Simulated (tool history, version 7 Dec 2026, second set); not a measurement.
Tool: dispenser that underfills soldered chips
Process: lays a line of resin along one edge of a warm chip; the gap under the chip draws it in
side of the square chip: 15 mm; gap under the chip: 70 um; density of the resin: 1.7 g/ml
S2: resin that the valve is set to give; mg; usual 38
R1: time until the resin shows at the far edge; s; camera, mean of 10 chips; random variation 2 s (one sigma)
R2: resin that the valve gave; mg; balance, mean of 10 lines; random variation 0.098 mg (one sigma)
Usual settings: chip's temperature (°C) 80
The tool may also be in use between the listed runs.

{"run": 1, "hour": 0.0, "chip's temperature (°C)": 80, "S2": 38, "R1": 350.6, "R2": 37.11}
{"hour": 3.2, "done": "new syringe of resin"}
{"run": 2, "hour": 6.4, "chip's temperature (°C)": 80, "S2": 38, "R1": 222.6, "R2": 37.22}
{"hour": 12.5, "done": "dispensing valve cleaned and set on the balance"}
{"run": 3, "hour": 15.3, "chip's temperature (°C)": 80, "S2": 38, "R1": 342.4, "R2": 37.89}
{"hour": 18.5, "done": "new syringe of resin"}
{"run": 4, "hour": 25.8, "chip's temperature (°C)": 80, "S2": 38, "R1": 278, "R2": 38}
{"hour": 34.0, "done": "new syringe of resin"}
{"run": 5, "hour": 34.2, "chip's temperature (°C)": 80, "S2": 38, "R1": 189.7, "R2": 37.86}
{"run": 6, "hour": 45.8, "chip's temperature (°C)": 75, "S2": 38, "R1": 458.3, "R2": 37.78}
{"hour": 49.1, "done": "new syringe of resin"}
{"run": 7, "hour": 59.3, "chip's temperature (°C)": 80, "S2": 38, "R1": 329.1, "R2": 37.56}
{"hour": 64.2, "done": "new syringe of resin"}
{"run": 8, "hour": 73.2, "chip's temperature (°C)": 80, "S2": 38, "R1": 304, "R2": 37.66}
{"hour": 78.8, "done": "new syringe of resin"}
{"run": 9, "hour": 87.7, "chip's temperature (°C)": 80, "S2": 38, "R1": 298.1, "R2": 37.24}
{"hour": 93.0, "done": "new syringe of resin"}
{"run": 10, "hour": 98.2, "chip's temperature (°C)": 80, "S2": 38, "R1": 248.4, "R2": 37.28}
{"hour": 107.5, "done": "dispensing valve cleaned and set on the balance"}
{"hour": 109.2, "done": "new syringe of resin"}
{"run": 11, "hour": 112.1, "chip's temperature (°C)": 78, "S2": 38, "R1": 241.2, "R2": 38}
{"run": 12, "hour": 120.2, "chip's temperature (°C)": 78, "S2": 38, "R1": 368.8, "R2": 37.95}
{"hour": 123.9, "done": "new syringe of resin"}
{"run": 13, "hour": 128.3, "chip's temperature (°C)": 80, "S2": 38, "R1": 234.2, "R2": 37.86}
{"run": 14, "hour": 134.4, "chip's temperature (°C)": 82, "S2": 38, "R1": 302.1, "R2": 37.88}
{"hour": 139.2, "done": "new syringe of resin"}
{"run": 15, "hour": 143.3, "chip's temperature (°C)": 80, "S2": 38, "R1": 232.1, "R2": 37.66}
{"run": 16, "hour": 150.0, "chip's temperature (°C)": 80, "S2": 38, "R1": 328.1, "R2": 37.78}
{"hour": 154.7, "done": "new syringe of resin"}
{"run": 17, "hour": 159.7, "chip's temperature (°C)": 89, "S2": 38, "R1": 160.5, "R2": 37.47}
{"run": 18, "hour": 167.0, "chip's temperature (°C)": 71, "S2": 40.5, "R1": 545.9, "R2": 39.91}
{"hour": 169.2, "done": "new syringe of resin"}
{"run": 19, "hour": 180.7, "chip's temperature (°C)": 71, "S2": 40.5, "R1": 519.3, "R2": 39.87}
{"hour": 183.5, "done": "new syringe of resin"}
{"run": 20, "hour": 192.5, "chip's temperature (°C)": 71, "S2": 40.5, "R1": 462.6, "R2": 39.69}
{"hour": 198.8, "done": "new syringe of resin"}
{"hour": 202.1, "done": "dispensing valve cleaned and set on the balance"}
{"run": 21, "hour": 203.6, "chip's temperature (°C)": 66, "S2": 36.1, "R1": 452.8, "R2": 36.14}
{"run": 22, "hour": 209.6, "chip's temperature (°C)": 92, "S2": 47.4, "R1": 175.2, "R2": 47.14}
{"hour": 214.6, "done": "new syringe of resin"}
{"run": 23, "hour": 216.1, "chip's temperature (°C)": 73, "S2": 40.7, "R1": 285.4, "R2": 40.45}
{"run": 24, "hour": 225.5, "chip's temperature (°C)": 66, "S2": 40.3, "R1": 653.6, "R2": 40.11}
{"hour": 229.6, "done": "new syringe of resin"}
{"run": 25, "hour": 239.6, "chip's temperature (°C)": 66, "S2": 40.3, "R1": 624.5, "R2": 39.89}
{"hour": 244.4, "done": "new syringe of resin"}
{"run": 26, "hour": 254.1, "chip's temperature (°C)": 72, "S2": 44.6, "R1": 447.5, "R2": 43.83}
{"hour": 258.9, "done": "new syringe of resin"}
{"run": 27, "hour": 262.2, "chip's temperature (°C)": 85, "S2": 35.5, "R1": 178.5, "R2": 34.83}
{"run": 28, "hour": 271.8, "chip's temperature (°C)": 89, "S2": 46.7, "R1": 242, "R2": 45.74}
{"hour": 274.0, "done": "new syringe of resin"}
{"run": 29, "hour": 282.5, "chip's temperature (°C)": 80, "S2": 46.4, "R1": 277.8, "R2": 45.38}
{"hour": 289.0, "done": "new syringe of resin"}
{"hour": 296.8, "done": "dispensing valve cleaned and set on the balance"}
{"run": 30, "hour": 297.9, "chip's temperature (°C)": 80, "S2": 46.4, "R1": 283.8, "R2": 46.21}
{"hour": 304.3, "done": "new syringe of resin"}
{"run": 31, "hour": 309.5, "chip's temperature (°C)": 80, "S2": 46.4, "R1": 236.1, "R2": 46.21}
{"hour": 318.7, "done": "new syringe of resin"}
{"run": 32, "hour": 319.9, "chip's temperature (°C)": 80, "S2": 37.5, "R1": 193.4, "R2": 37.28}
{"run": 33, "hour": 326.2, "chip's temperature (°C)": 82, "S2": 35.2, "R1": 257.2, "R2": 34.81}
{"hour": 333.0, "done": "new syringe of resin"}
{"run": 34, "hour": 338.6, "chip's temperature (°C)": 89, "S2": 46.8, "R1": 160.9, "R2": 46.2}

Forecast each of these 4 alternatives for the next run:
{"hour": 347.3, "done": "new syringe of resin"}
{"run": "A", "hour": 351.0, "chip's temperature (°C)": 78, "S2": 38, "R1": "?", "R2": "?"}
{"hour": 347.3, "done": "new syringe of resin"}
{"run": "B", "hour": 351.0, "chip's temperature (°C)": 76, "S2": 43.7, "R1": "?", "R2": "?"}
{"hour": 347.3, "done": "new syringe of resin"}
{"run": "C", "hour": 351.0, "chip's temperature (°C)": 67, "S2": 46.1, "R1": "?", "R2": "?"}
{"hour": 347.3, "done": "new syringe of resin"}
{"run": "D", "hour": 351.0, "chip's temperature (°C)": 79, "S2": 46.8, "R1": "?", "R2": "?"}

run=A R1=245.6 R2=37.46
run=B R1=264.1 R2=42.98
run=C R1=405.8 R2=45.35
run=D R1=229.2 R2=46.07
Without the tool's hidden state the same runs would have given:
run=A R1=211.7 R2=38.09
run=B R1=228.1 R2=43.7
run=C R1=351.8 R2=46.12
run=D R1=197.9 R2=46.85
